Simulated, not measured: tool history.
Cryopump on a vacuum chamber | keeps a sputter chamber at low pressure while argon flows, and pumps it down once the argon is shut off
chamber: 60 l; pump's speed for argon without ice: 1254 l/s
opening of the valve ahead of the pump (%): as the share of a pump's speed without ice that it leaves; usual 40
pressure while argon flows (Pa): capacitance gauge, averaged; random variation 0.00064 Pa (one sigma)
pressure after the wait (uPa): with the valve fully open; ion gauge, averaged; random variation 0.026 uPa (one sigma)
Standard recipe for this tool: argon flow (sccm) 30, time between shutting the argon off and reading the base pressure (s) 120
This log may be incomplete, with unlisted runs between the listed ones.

run    day  argon flow (sccm)  time between shutting the argon off and reading the base pressure (s)  opening of the valve ahead of the pump (%)  pressure while argon flows (Pa)  pressure after the wait (uPa)
  1      0                 30                                                                    120                                          40                           0.1033                           1.13
  2  0.392                 30                                                                    120                                          40                           0.1038                           1.17
  3  0.754                 30                                                                     78                                          40                            0.104                           1.56
  4  1.167                 30                                                                     78                                          40                           0.1049                           1.63
  5  1.696                 30                                                                    120                                          15                           0.2704                           1.16
  6  2.342                 30                                                                    120                                          21                           0.1957                           1.19
  7  2.754                 30                                                                    120                                          21                           0.1954                           1.15
  8  3.133                 33                                                                    120                                          40                           0.1149                           1.22
  9  3.633                 33                                                                    120                                          40                           0.1148                           1.12
 10  4.329                 33                                                                    120                                          40                           0.1147                            1.2
 11   4.65                 30                                                                    120                                          40                           0.1049                           1.19
 12  4.967                 33                                                                    120                                          40                           0.1158                           1.25
 13   5.55                 33                                                                    120                                          40                           0.1144                           1.23
 14  5.962                 33                                                                    120                                          40                            0.116                           1.27
 15    6.5                 30                                                                    120                                          40                           0.1042                           1.22
 16  7.204                 30                                                                    120                                          40                           0.1039                           1.27
 17  7.771                 30                                                                    120                                          40                           0.1054                           1.26

Expected results for the next run?
 18  8.367                 30                                                                    120                                          40                                ?                              ?

{"run 18": {"pressure while argon flows (Pa)": 0.1043, "pressure after the wait (uPa)": 1.26}}
On a tool with no hidden condition, and with the same random variation, this run would have come out at pressure while argon flows (Pa) 0.1002, pressure after the wait (uPa) 1.07.
